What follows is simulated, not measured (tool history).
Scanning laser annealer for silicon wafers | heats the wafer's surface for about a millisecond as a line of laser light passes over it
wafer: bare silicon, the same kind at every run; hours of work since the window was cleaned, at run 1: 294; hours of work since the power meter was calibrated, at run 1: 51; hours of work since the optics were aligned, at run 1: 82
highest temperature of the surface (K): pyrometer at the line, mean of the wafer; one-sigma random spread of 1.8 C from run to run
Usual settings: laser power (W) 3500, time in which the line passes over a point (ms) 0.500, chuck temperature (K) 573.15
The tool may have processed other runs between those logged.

run,hour,laser power (W),time in which the line passes over a point (ms),chuck temperature (K),hours of work since the window was cleaned,hours of work since the power meter was calibrated,hours of work since the optics were aligned,highest temperature of the surface (K)
1,0.0,3500,0.500,573.15,294,51,82,1310.15
2,15.0,3500,0.500,573.15,303,60,91,1311.15
3,37.6,3500,0.500,573.15,317,74,105,1307.15
4,52.2,3500,0.500,573.15,326,83,114,1309.15
5,66.8,3500,0.570,573.15,335,92,123,1356.15
6,84.5,3500,0.500,573.15,346,103,134,1308.15
7,95.3,3500,0.500,573.15,353,110,141,1304.15
8,115.3,3500,0.500,573.15,365,122,153,1303.15
9,141.6,3500,0.500,573.15,381,138,169,1300.15
10,159.5,3438,0.500,573.15,392,149,180,1289.15
11,170.9,3438,0.500,573.15,399,156,187,1290.15
12,188.7,3438,0.500,573.15,410,167,198,1289.15
13,207.2,3438,0.500,573.15,422,179,210,1287.15
14,228.4,3438,0.500,573.15,435,192,223,1287.15
15,248.9,3500,0.424,573.15,448,205,235,1240.15
16,271.2,3712,0.500,573.15,461,218,249,1344.15
17,292.2,3712,0.500,573.15,474,231,262,1343.15
18,309.5,3844,0.396,554.15,485,242,273,1269.15
19,320.7,3804,0.385,573.15,492,249,280,1268.15
20,344.2,3412,0.374,541.15,506,264,294,1148.15
21,370.9,3412,0.374,541.15,523,280,311,1149.15
22,384.1,3384,0.608,608.15,531,288,319,1374.15
23,394.9,3476,0.608,606.15,538,295,326,1392.15

Predict the results of run 24:
24,412.5,3476,0.510,603.15,549,306,337,?

Run 24 produced highest temperature of the surface (K) 1326.15.
The same run, on a tool lacking any hidden state, would have yielded highest temperature of the surface (K) 1366.15.
